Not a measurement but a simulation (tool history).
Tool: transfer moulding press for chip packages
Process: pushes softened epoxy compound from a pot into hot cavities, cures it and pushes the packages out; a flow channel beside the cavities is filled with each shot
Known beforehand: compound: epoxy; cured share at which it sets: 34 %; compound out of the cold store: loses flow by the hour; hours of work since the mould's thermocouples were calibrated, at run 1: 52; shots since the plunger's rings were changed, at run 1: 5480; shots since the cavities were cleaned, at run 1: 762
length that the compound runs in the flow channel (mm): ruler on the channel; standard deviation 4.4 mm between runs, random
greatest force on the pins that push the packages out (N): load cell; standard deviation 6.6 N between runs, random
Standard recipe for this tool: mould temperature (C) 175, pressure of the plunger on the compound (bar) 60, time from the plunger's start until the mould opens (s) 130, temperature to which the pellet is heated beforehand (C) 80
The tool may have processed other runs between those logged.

| run | day | mould temperature (C) | pressure of the plunger on the compound (bar) | time from the plunger's start until the mould opens (s) | temperature to which the pellet is heated beforehand (C) | hours of work since the mould's thermocouples were calibrated | shots since the plunger's rings were changed | shots since the cavities were cleaned | incoming compound's hours out of the cold store | length that the compound runs in the flow channel (mm) | greatest force on the pins that push the packages out (N) |
|---|---|---|---|---|---|---|---|---|---|---|---|
| 1 | 0 | 175 | 60 | 130 | 80 | 52 | 5480 | 762 | 24.3 | 889 | 311 |
|  | 0.354 | cavities cleaned with cleaning compound and waxed |
| 2 | 1.192 | 175 | 60 | 130 | 80 | 71 | 5744 | 196 | 41.1 | 805 | 295 |
|  | 2.333 | plunger's sealing rings changed |
| 3 | 2.55 | 175 | 60 | 130 | 80 | 92 | 51 | 488 | 33.6 | 838 | 302 |
| 4 | 3.729 | 175 | 60 | 130 | 80 | 112 | 325 | 762 | 46.9 | 787 | 296 |
|  | 4.075 | cavities cleaned with cleaning compound and waxed |
| 5 | 4.65 | 175 | 60 | 130 | 80 | 126 | 526 | 135 | 14.7 | 937 | 310 |
| 6 | 5.458 | 171 | 60 | 130 | 80 | 140 | 714 | 323 | 33.6 | 859 | 336 |
| 7 | 6.871 | 175 | 60 | 130 | 80 | 163 | 1043 | 652 | 28.2 | 869 | 303 |
| 8 | 7.567 | 175 | 60 | 130 | 80 | 175 | 1205 | 814 | 27.6 | 872 | 295 |
|  | 7.692 | cavities cleaned with cleaning compound and waxed |
| 9 | 8.612 | 175 | 60 | 130 | 80 | 192 | 1435 | 215 | 19.2 | 919 | 298 |
| 10 | 9.362 | 175 | 60 | 130 | 80 | 204 | 1610 | 390 | 9 | 979 | 300 |
| 11 | 10.708 | 175 | 60 | 121 | 80 | 227 | 1923 | 703 | 12.2 | 953 | 319 |
|  | 11.329 | cavities cleaned with cleaning compound and waxed |
| 12 | 12.05 | 177 | 60 | 121 | 80 | 248 | 2221 | 168 | 32.5 | 840 | 307 |
| 13 | 13.421 | 175 | 60 | 130 | 73 | 272 | 2541 | 488 | 42 | 810 | 302 |
|  | 14.925 | cavities cleaned with cleaning compound and waxed |
| 14 | 14.925 | 175 | 60 | 130 | 73 | 296 | 2877 | 0 | 24.7 | 889 | 288 |
| 15 | 16.1 | 183 | 60 | 152 | 80 | 316 | 3151 | 274 | 30.8 | 841 | 278 |
| 16 | 17.504 | 183 | 60 | 152 | 80 | 339 | 3478 | 601 | 27.5 | 853 | 270 |
| 17 | 18.221 | 175 | 53 | 131 | 80 | 351 | 3646 | 769 | 41.8 | 756 | 299 |
|  | 18.554 | cavities cleaned with cleaning compound and waxed |
| 18 | 19.167 | 175 | 51.1 | 131 | 81 | 366 | 3851 | 142 | 38.6 | 763 | 284 |
| 19 | 20.525 | 175 | 57.3 | 131 | 86 | 389 | 4168 | 459 | 19.7 | 885 | 295 |
| 20 | 21.454 | 173 | 57.3 | 133 | 89 | 405 | 4385 | 676 | 10 | 951 | 318 |
|  | 22.188 | cavities cleaned with cleaning compound and waxed |
| 21 | 22.429 | 173 | 57.3 | 133 | 89 | 420 | 4597 | 56 | 41.4 | 796 | 296 |
| 22 | 23.754 | 175 | 63.6 | 160 | 79 | 442 | 4906 | 365 | 41.5 | 832 | 281 |
| 23 | 24.346 | 175 | 63.6 | 160 | 79 | 452 | 5044 | 503 | 21.4 | 933 | 277 |
| 24 | 24.929 | 167 | 68.7 | 140 | 75 | 462 | 5180 | 639 | 22.4 | 991 | 373 |
|  | 25.783 | cavities cleaned with cleaning compound and waxed |
| 25 | 25.783 | 175 | 60 | 136 | 77 | 475 | 5364 | 0 | 36.5 | 833 | 291 |
| 26 | 27 | 179 | 60 | 141 | 77 | 496 | 5648 | 284 | 25.8 | 869 | 273 |
| 27 | 28.112 | 175 | 58.4 | 113 | 81 | 514 | 5907 | 543 | 10.4 | 934 | 350 |
|  | 28.479 | plunger's sealing rings changed |
|  | 29.517 | cavities cleaned with cleaning compound and waxed |
| 28 | 29.633 | 174 | 61.1 | 130 | 87 | 537 | 254 | 27 | 42.8 | 817 | 308 |

Describe how what the log doesn't record of the tool's condition differs between the last listed run preceding each entry between runs and the first listed run following it.
Logged between run 1 and run 2: cavities cleaned with cleaning compound and waxed (day 0.354)
  pressure that reaches the compound, % of what is set: 99.64 -> 99.63; grip of the stained cavities, % over clean ones': 0.7 -> 0.3
Logged between run 2 and run 3: plunger's sealing rings changed (day 2.333)
  pressure that reaches the compound, % of what is set: 99.63 -> 100; grip of the stained cavities, % over clean ones': 0.3 -> 0.6
Logged between run 4 and run 5: cavities cleaned with cleaning compound and waxed (day 4.075)
  pressure that reaches the compound, % of what is set: 99.98 -> 99.97; grip of the stained cavities, % over clean ones': 0.8 -> 0.2
Logged between run 8 and run 9: cavities cleaned with cleaning compound and waxed (day 7.692)
  pressure that reaches the compound, % of what is set: 99.93 -> 99.91; grip of the stained cavities, % over clean ones': 0.8 -> 0.4
Logged between run 11 and run 12: cavities cleaned with cleaning compound and waxed (day 11.329)
  pressure that reaches the compound, % of what is set: 99.89 -> 99.87; grip of the stained cavities, % over clean ones': 0.8 -> 0.2
Logged between run 13 and run 14: cavities cleaned with cleaning compound and waxed (day 14.925)
  pressure that reaches the compound, % of what is set: 99.85 -> 99.83; grip of the stained cavities, % over clean ones': 0.6 -> 0
Logged between run 17 and run 18: cavities cleaned with cleaning compound and waxed (day 18.554)
  pressure that reaches the compound, % of what is set: 99.78 -> 99.77; grip of the stained cavities, % over clean ones': 0.8 -> 0.2
Logged between run 20 and run 21: cavities cleaned with cleaning compound and waxed (day 22.188)
  pressure that reaches the compound, % of what is set: 99.73 -> 99.72; grip of the stained cavities, % over clean ones': 0.7 -> 0.1
Logged between run 24 and run 25: cavities cleaned with cleaning compound and waxed (day 25.783)
  pressure that reaches the compound, % of what is set: 99.68 -> 99.67; grip of the stained cavities, % over clean ones': 0.7 -> 0
Logged between run 27 and run 28: plunger's sealing rings changed (day 28.479); cavities cleaned with cleaning compound and waxed (day 29.517)
  pressure that reaches the compound, % of what is set: 99.64 -> 99.97; grip of the stained cavities, % over clean ones': 0.7 -> 0
